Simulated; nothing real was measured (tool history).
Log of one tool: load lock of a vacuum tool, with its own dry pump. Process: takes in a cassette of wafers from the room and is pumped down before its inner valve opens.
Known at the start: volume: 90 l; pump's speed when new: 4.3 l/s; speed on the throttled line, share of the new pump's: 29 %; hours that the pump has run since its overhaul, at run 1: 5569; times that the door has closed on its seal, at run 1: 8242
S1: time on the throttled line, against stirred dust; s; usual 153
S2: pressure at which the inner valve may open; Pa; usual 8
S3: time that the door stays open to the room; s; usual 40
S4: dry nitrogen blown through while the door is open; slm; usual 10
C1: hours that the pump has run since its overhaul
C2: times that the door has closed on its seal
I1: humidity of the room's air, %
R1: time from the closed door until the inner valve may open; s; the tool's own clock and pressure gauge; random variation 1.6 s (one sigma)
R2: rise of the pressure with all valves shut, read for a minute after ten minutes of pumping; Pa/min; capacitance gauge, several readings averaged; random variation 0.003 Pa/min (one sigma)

{"run": 1, "hour": 0.0, "S1": 153, "S2": 8, "S3": 40, "S4": 10, "C1": 5569, "C2": 8242, "I1": 46.3, "R1": 316.1, "R2": 0.052}
{"run": 2, "hour": 158.1, "S1": 153, "S2": 11, "S3": 40, "S4": 10, "C1": 5727, "C2": 8753, "I1": 41.3, "R1": 308.4, "R2": 0.047}
{"run": 3, "hour": 410.6, "S1": 153, "S2": 8, "S3": 40, "S4": 10, "C1": 5979, "C2": 9570, "I1": 42.6, "R1": 317.6, "R2": 0.045}
{"run": 4, "hour": 632.3, "S1": 153, "S2": 8, "S3": 40, "S4": 10, "C1": 6201, "C2": 10287, "I1": 49.7, "R1": 321.1, "R2": 0.053}
{"run": 5, "hour": 767.1, "S1": 153, "S2": 8, "S3": 40, "S4": 10, "C1": 6336, "C2": 10723, "I1": 43.9, "R1": 319.4, "R2": 0.055}
{"run": 6, "hour": 923.4, "S1": 153, "S2": 11, "S3": 40, "S4": 31, "C1": 6492, "C2": 11229, "I1": 40.6, "R1": 312.3, "R2": 0.043}
{"run": 7, "hour": 1116.9, "S1": 153, "S2": 11, "S3": 40, "S4": 31, "C1": 6686, "C2": 11855, "I1": 44.9, "R1": 313.4, "R2": 0.044}
{"run": 8, "hour": 1350.0, "S1": 153, "S2": 11, "S3": 40, "S4": 31, "C1": 6919, "C2": 12609, "I1": 50.3, "R1": 313.0, "R2": 0.053}
{"run": 9, "hour": 1495.4, "S1": 153, "S2": 8, "S3": 157, "S4": 30, "C1": 7064, "C2": 13080, "I1": 45.5, "R1": 320.2, "R2": 0.082}

The next listed run, before its measurement:
{"run": 10, "hour": 1762.8, "S1": 153, "S2": 8, "S3": 55, "S4": 6, "C1": 7332, "C2": 13945, "I1": 45.4, "R1": "?", "R2": "?"}

R1: 320.4 s
R2: 0.072 Pa/min
Without the tool's hidden state the same run would have given R1 309.4 s, R2 0.041 Pa/min.
